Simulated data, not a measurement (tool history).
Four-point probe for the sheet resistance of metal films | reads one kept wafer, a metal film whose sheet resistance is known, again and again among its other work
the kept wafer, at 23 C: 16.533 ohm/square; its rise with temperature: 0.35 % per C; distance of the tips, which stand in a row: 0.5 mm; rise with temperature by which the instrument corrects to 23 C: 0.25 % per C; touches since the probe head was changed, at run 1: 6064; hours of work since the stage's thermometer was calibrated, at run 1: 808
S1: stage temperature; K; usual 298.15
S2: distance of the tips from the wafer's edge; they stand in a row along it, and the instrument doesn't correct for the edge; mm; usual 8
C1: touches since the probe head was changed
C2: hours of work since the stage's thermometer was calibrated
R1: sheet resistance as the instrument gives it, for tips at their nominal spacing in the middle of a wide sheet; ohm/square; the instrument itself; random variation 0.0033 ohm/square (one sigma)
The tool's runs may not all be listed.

run,hour,S1,S2,C1,C2,R1
1,0,298.15,8,6064,808,16.620755
2,39,298.15,8,8254,837,16.620136
3,71,298.15,8,10057,861,16.624798
4,98.8,298.15,8,11619,881,16.626776
5,131.6,298.15,23,13461,905,16.592228
6,177.3,298.15,8,16031,939,16.632019
7,198.4,298.15,8,17214,954,16.628624
8,227.2,298.15,8,18834,975,16.622127

Run 9 comes next. What will it give?
9,264.8,298.15,8,20947,1003,?

R1: 16.625016 ohm/square
Without the tool's hidden state the same run would have given R1 16.597716 ohm/square.
